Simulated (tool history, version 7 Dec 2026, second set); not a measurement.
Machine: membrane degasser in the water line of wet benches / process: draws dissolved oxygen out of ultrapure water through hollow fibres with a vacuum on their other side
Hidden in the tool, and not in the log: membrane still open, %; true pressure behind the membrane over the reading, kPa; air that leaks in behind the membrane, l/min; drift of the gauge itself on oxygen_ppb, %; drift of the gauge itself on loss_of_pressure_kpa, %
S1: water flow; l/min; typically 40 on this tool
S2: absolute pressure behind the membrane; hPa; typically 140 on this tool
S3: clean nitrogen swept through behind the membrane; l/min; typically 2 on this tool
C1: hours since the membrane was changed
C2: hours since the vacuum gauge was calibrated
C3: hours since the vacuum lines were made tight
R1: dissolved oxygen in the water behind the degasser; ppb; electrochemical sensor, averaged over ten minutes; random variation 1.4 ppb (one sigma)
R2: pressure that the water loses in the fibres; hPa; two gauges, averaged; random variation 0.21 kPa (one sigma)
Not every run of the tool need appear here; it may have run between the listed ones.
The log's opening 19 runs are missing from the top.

{"run": 20, "day": 208.5, "S1": 40, "S2": 140, "S3": 3.49, "C1": 9249, "C2": 564, "C3": 3136, "R1": 288.3, "R2": 489.6}
{"run": 21, "day": 215.183, "S1": 40, "S2": 140, "S3": 3.49, "C1": 9410, "C2": 724, "C3": 3296, "R1": 288.8, "R2": 489}
{"run": 22, "day": 226.204, "S1": 45, "S2": 140, "S3": 4.32, "C1": 9674, "C2": 989, "C3": 3561, "R1": 267.6, "R2": 548.3}
{"run": 23, "day": 233.004, "S1": 35, "S2": 155, "S3": 1.15, "C1": 9838, "C2": 1152, "C3": 3724, "R1": 731.6, "R2": 431.3}
{"run": 24, "day": 243.971, "S1": 35, "S2": 155, "S3": 1.15, "C1": 10101, "C2": 1415, "C3": 3987, "R1": 738.2, "R2": 428.8}
{"run": 25, "day": 253.25, "S1": 63, "S2": 343, "S3": 2, "C1": 10324, "C2": 1638, "C3": 4210, "R1": 1702.2, "R2": 776.6}
{"run": 26, "day": 265.204, "S1": 50, "S2": 263, "S3": 1.23, "C1": 10610, "C2": 1925, "C3": 4497, "R1": 1580.4, "R2": 618.7}
{"run": 27, "day": 272.121, "S1": 40, "S2": 98, "S3": 5.74, "C1": 10776, "C2": 2091, "C3": 4663, "R1": 117.3, "R2": 496.7}
{"run": 28, "day": 279.575, "S1": 40, "S2": 98, "S3": 5.74, "C1": 10955, "C2": 2270, "C3": 4842, "R1": 117.3, "R2": 492.8}
{"day": 285.492, "done": "seals of the vacuum lines changed"}
{"run": 29, "day": 289.304, "S1": 40, "S2": 349, "S3": 3.59, "C1": 11187, "C2": 2501, "C3": 92, "R1": 764.1, "R2": 493.9}
{"run": 30, "day": 304.054, "S1": 40, "S2": 163, "S3": 2, "C1": 11541, "C2": 2855, "C3": 446, "R1": 556, "R2": 495.1}
{"run": 31, "day": 317.042, "S1": 58, "S2": 332, "S3": 2, "C1": 11852, "C2": 3167, "C3": 757, "R1": 1564.9, "R2": 722.2}
{"run": 32, "day": 326.154, "S1": 58, "S2": 332, "S3": 2, "C1": 12071, "C2": 3386, "C3": 976, "R1": 1562.7, "R2": 719.9}

Branching from run 32: 3 alternative next runs. What would each branch give?
{"run": "A", "day": 337.942, "S1": 51, "S2": 165, "S3": 5.72, "C1": 12354, "C2": 3669, "C3": 1259, "R1": "?", "R2": "?"}
{"run": "B", "day": 337.942, "S1": 24, "S2": 140, "S3": 2, "C1": 12354, "C2": 3669, "C3": 1259, "R1": "?", "R2": "?"}
{"run": "C", "day": 337.942, "S1": 47, "S2": 308, "S3": 2, "C1": 12354, "C2": 3669, "C3": 1259, "R1": "?", "R2": "?"}

run=A R1=288.8 R2=639.2
run=B R1=297.9 R2=296.2
run=C R1=1244.1 R2=587.6
Without the tool's hidden state the same runs would have given:
run=A R1=282.4 R2=602.8
run=B R1=294.1 R2=279.1
run=C R1=1236.5 R2=554

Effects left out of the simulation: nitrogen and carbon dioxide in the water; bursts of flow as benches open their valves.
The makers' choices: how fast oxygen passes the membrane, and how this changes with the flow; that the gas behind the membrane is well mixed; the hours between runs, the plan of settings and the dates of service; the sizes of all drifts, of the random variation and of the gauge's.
